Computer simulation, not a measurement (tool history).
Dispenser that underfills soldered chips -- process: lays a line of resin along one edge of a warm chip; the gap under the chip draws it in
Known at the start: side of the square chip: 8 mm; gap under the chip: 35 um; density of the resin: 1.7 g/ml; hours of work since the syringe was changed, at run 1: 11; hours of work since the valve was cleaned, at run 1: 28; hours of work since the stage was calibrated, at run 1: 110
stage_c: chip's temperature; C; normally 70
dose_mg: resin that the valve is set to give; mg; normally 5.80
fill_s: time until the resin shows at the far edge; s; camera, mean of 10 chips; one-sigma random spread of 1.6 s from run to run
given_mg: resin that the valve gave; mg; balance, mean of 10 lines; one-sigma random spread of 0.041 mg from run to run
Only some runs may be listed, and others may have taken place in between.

| run | hour | stage_c | dose_mg | hours of work since the syringe was changed | hours of work since the valve was cleaned | hours of work since the stage was calibrated | fill_s | given_mg |
|---|---|---|---|---|---|---|---|---|
| 1 | 0.0 | 70 | 5.80 | 11 | 28 | 110 | 374.9 | 5.69 |
|  | 2.2 | new syringe of resin |
| 2 | 7.1 | 70 | 5.80 | 3 | 32 | 114 | 198.8 | 5.73 |
| 3 | 11.1 | 70 | 5.80 | 6 | 35 | 117 | 244.2 | 5.76 |
| 4 | 14.1 | 70 | 5.48 | 8 | 37 | 119 | 281.9 | 5.36 |
| 5 | 17.8 | 60 | 5.80 | 10 | 39 | 121 | 504.0 | 5.67 |
|  | 20.7 | new syringe of resin |
| 6 | 24.4 | 70 | 6.20 | 2 | 44 | 125 | 181.8 | 6.03 |
| 7 | 30.5 | 81 | 5.80 | 6 | 48 | 129 | 174.1 | 5.69 |
| 8 | 36.1 | 81 | 5.80 | 10 | 51 | 133 | 234.4 | 5.62 |
|  | 38.9 | new syringe of resin |
| 9 | 41.5 | 81 | 6.58 | 2 | 54 | 136 | 118.1 | 6.37 |
| 10 | 48.3 | 81 | 6.58 | 6 | 59 | 140 | 169.9 | 6.42 |
| 11 | 53.3 | 70 | 6.56 | 9 | 62 | 144 | 329.5 | 6.40 |
|  | 57.1 | new syringe of resin |
| 12 | 59.6 | 70 | 6.56 | 2 | 66 | 148 | 173.2 | 6.35 |
| 13 | 64.5 | 70 | 6.67 | 5 | 69 | 151 | 223.5 | 6.39 |
| 14 | 69.1 | 70 | 6.67 | 8 | 72 | 154 | 286.9 | 6.46 |
| 15 | 73.1 | 70 | 6.67 | 10 | 75 | 156 | 356.3 | 6.40 |
|  | 75.4 | new syringe of resin |
| 16 | 80.4 | 70 | 5.80 | 3 | 79 | 161 | 198.9 | 5.58 |
| 17 | 87.3 | 70 | 5.80 | 8 | 84 | 165 | 289.5 | 5.58 |
|  | 93.8 | new syringe of resin |
| 18 | 94.5 | 70 | 5.80 | 0 | 88 | 170 | 158.1 | 5.44 |
| 19 | 98.2 | 70 | 5.80 | 3 | 91 | 172 | 192.8 | 5.49 |
| 20 | 102.8 | 69 | 5.80 | 6 | 94 | 175 | 256.0 | 5.45 |
|  | 106.4 | dispensing valve cleaned and set on the balance |
| 21 | 109.9 | 69 | 5.80 | 10 | 2 | 179 | 357.8 | 5.72 |
|  | 113.0 | new syringe of resin |
| 22 | 113.2 | 69 | 5.80 | 0 | 4 | 181 | 153.0 | 5.81 |
| 23 | 120.2 | 69 | 5.21 | 5 | 9 | 186 | 228.2 | 5.17 |
| 24 | 123.3 | 65 | 6.82 | 7 | 11 | 188 | 306.1 | 6.77 |
| 25 | 127.6 | 83 | 7.21 | 10 | 14 | 191 | 199.9 | 7.14 |
|  | 131.6 | new syringe of resin |
| 26 | 133.5 | 83 | 7.21 | 1 | 17 | 194 | 102.0 | 7.10 |
| 27 | 138.4 | 77 | 5.80 | 4 | 20 | 197 | 171.2 | 5.76 |
| 28 | 143.7 | 74 | 5.37 | 8 | 24 | 201 | 255.8 | 5.32 |
| 29 | 146.9 | 74 | 5.37 | 10 | 26 | 203 | 302.6 | 5.28 |
|  | 150.1 | new syringe of resin |
| 30 | 151.5 | 62 | 6.03 | 1 | 29 | 206 | 210.5 | 5.96 |
| 31 | 157.2 | 75 | 5.31 | 5 | 32 | 209 | 186.3 | 5.20 |
| 32 | 162.0 | 74 | 6.30 | 8 | 36 | 213 | 244.2 | 6.20 |
| 33 | 166.8 | 79 | 7.46 | 11 | 39 | 216 | 259.6 | 7.30 |
|  | 168.5 | new syringe of resin |
| 34 | 170.1 | 64 | 7.03 | 1 | 41 | 218 | 191.8 | 6.83 |
| 35 | 176.5 | 61 | 5.28 | 5 | 45 | 222 | 322.5 | 5.15 |

What would each run have given without the hidden state, its run-to-run variation left as it was?
Unlogged tool condition in this case: resin's viscosity, % of fresh resin's; dose that the valve gives, % of what is set; true chip temperature over the reading, C; drift of the gauge itself on fill_s, %; drift of the gauge itself on given_mg, %.
| run | fill_s | given_mg |
|---|---|---|
| 1 | 158.8 | 5.76 |
| 2 | 159.0 | 5.81 |
| 3 | 157.1 | 5.85 |
| 4 | 154.3 | 5.45 |
| 5 | 226.5 | 5.78 |
| 6 | 154.4 | 6.16 |
| 7 | 105.8 | 5.83 |
| 8 | 105.5 | 5.76 |
| 9 | 105.7 | 6.55 |
| 10 | 105.0 | 6.62 |
| 11 | 155.7 | 6.61 |
| 12 | 156.6 | 6.57 |
| 13 | 155.2 | 6.63 |
| 14 | 155.1 | 6.71 |
| 15 | 155.0 | 6.66 |
| 16 | 156.6 | 5.82 |
| 17 | 157.1 | 5.84 |
| 18 | 158.6 | 5.71 |
| 19 | 157.8 | 5.77 |
| 20 | 163.6 | 5.74 |
| 21 | 166.4 | 5.73 |
| 22 | 162.3 | 5.82 |
| 23 | 165.5 | 5.19 |
| 24 | 188.2 | 6.80 |
| 25 | 96.5 | 7.19 |
| 26 | 95.8 | 7.17 |
| 27 | 123.5 | 5.82 |
| 28 | 137.9 | 5.39 |
| 29 | 137.6 | 5.35 |
| 30 | 208.2 | 6.05 |
| 31 | 134.2 | 5.30 |
| 32 | 136.2 | 6.32 |
| 33 | 111.7 | 7.46 |
| 34 | 190.1 | 6.98 |
| 35 | 226.1 | 5.27 |

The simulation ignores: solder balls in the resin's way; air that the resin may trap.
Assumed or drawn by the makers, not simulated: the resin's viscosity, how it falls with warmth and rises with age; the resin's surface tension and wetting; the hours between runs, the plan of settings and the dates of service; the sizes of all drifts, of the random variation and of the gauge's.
